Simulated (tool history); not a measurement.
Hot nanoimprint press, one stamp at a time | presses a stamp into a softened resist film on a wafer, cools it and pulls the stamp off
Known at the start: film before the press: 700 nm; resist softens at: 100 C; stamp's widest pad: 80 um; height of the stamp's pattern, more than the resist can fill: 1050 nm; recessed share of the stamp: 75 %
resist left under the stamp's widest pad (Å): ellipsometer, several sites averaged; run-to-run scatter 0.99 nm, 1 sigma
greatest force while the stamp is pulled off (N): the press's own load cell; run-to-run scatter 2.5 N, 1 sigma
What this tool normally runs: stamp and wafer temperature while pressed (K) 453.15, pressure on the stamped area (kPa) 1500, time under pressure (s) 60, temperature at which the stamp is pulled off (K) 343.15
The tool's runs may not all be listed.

run    hour  stamp and wafer temperature while pressed (K)  pressure on the stamped area (kPa)  time under pressure (s)  temperature at which the stamp is pulled off (K)  resist left under the stamp's widest pad (Å)  greatest force while the stamp is pulled off (N)
  1     0.0                                         453.15                                1500                       60                                            343.15                                          3959                                               146
       13.7  -- press's hydraulic seals changed and the load cell set to zero
  2    74.2                                         453.15                                1500                       60                                            343.15                                          3930                                               169
  3   118.8                                         453.15                                1500                       60                                            350.15                                          3925                                               150
      149.2  -- stamp cleaned and given a new release coat
  4   189.9                                         451.15                                1500                       60                                            343.15                                          4142                                               161
  5   238.7                                         453.15                                1500                       60                                            343.15                                          3983                                               175
  6   272.4                                         453.15                                1500                       60                                            343.15                                          3988                                               184
      288.3  -- stamp cleaned and given a new release coat
      322.7  -- plate thermocouple calibrated
  7   354.3                                         453.15                                1500                       60                                            343.15                                          3943                                               162
  8   387.6                                         453.15                                1500                       60                                            343.15                                          3947                                               167
      433.0  -- stamp cleaned and given a new release coat
  9   446.4                                         453.15                                1500                       60                                            343.15                                          3965                                               157
 10   496.2                                         453.15                                1500                       60                                            343.15                                          3992                                               169
      575.4  -- stamp cleaned and given a new release coat
 11   575.4                                         453.15                                1500                       60                                            343.15                                          4026                                               151
 12   643.2                                         453.15                                1500                       60                                            343.15                                          4033                                               169
 13   681.7                                         453.15                                2340                       60                                            343.15                                          3462                                               181
      691.7  -- plate thermocouple calibrated
      721.7  -- stamp cleaned and given a new release coat
 14   723.8                                         453.15                                1500                       36                                            343.15                                          4650                                               147
 15   793.7                                         453.15                                1500                       36                                            343.15                                          4655                                               171
      825.1  -- press's hydraulic seals changed and the load cell set to zero
 16   860.0                                         451.15                                2340                       64                                            348.15                                          3427                                               167
      869.6  -- stamp cleaned and given a new release coat
 17   911.4                                         451.15                                2340                       64                                            348.15                                          3425                                               146
 18   980.4                                         453.15                                1500                       60                                            342.15                                          3984                                               186
     1010.6  -- stamp cleaned and given a new release coat
 19  1039.7                                         453.15                                1500                       60                                            342.15                                          4001                                               164
     1079.2  -- plate thermocouple calibrated
 20  1105.6                                         462.15                                1740                       63                                            347.15                                          2975                                               158
     1154.6  -- stamp cleaned and given a new release coat
 21  1164.0                                         450.15                                1740                       63                                            331.15                                          3940                                               187
 22  1208.9                                         452.15                                2370                       60                                            343.15                                          3420                                               159
 23  1256.6                                         462.15                                1490                       60                                            343.15                                          3290                                               171
     1294.5  -- stamp cleaned and given a new release coat
 24  1312.9                                         454.15                                1500                       60                                            332.15                                          3909                                               186
 25  1352.0                                         453.15                                2060                       89                                            343.15                                          3095                                               166
 26  1410.4                                         453.15                                2060                       89                                            343.15                                          3098                                               184
     1437.4  -- stamp cleaned and given a new release coat
     1458.7  -- plate thermocouple calibrated
 27  1473.8                                         453.15                                2060                       89                                            343.15                                          3016                                               151
 28  1531.6                                         460.15                                1500                       35                                            332.15                                          4117                                               210

Here are 5 independent what-if runs from the current tool condition. What would each one return?
  A  1571.8                                         463.15                                1500                       60                                            343.15                                             ?                                                 ?
  B  1571.8                                         460.15                                1920                       40                                            350.15                                             ?                                                 ?
  C  1571.8                                         453.15                                1500                       64                                            343.15                                             ?                                                 ?
  D  1571.8                                         453.15                                1960                       41                                            337.15                                             ?                                                 ?
  E  1571.8                                         460.15                                1150                       97                                            344.15                                             ?                                                 ?

run  resist left under the stamp's widest pad (Å)  greatest force while the stamp is pulled off (N)
  A                                          3208                                               184
  B                                          3608                                               156
  C                                          3906                                               185
  D                                          4090                                               206
  E                                          3175                                               177
Without the tool's unlogged condition, the same runs would have read:
run  resist left under the stamp's widest pad (Å)  greatest force while the stamp is pulled off (N)
  A                                          3144                                               149
  B                                          3526                                               126
  C                                          3834                                               149
  D                                          4002                                               167
  E                                          3121                                               143
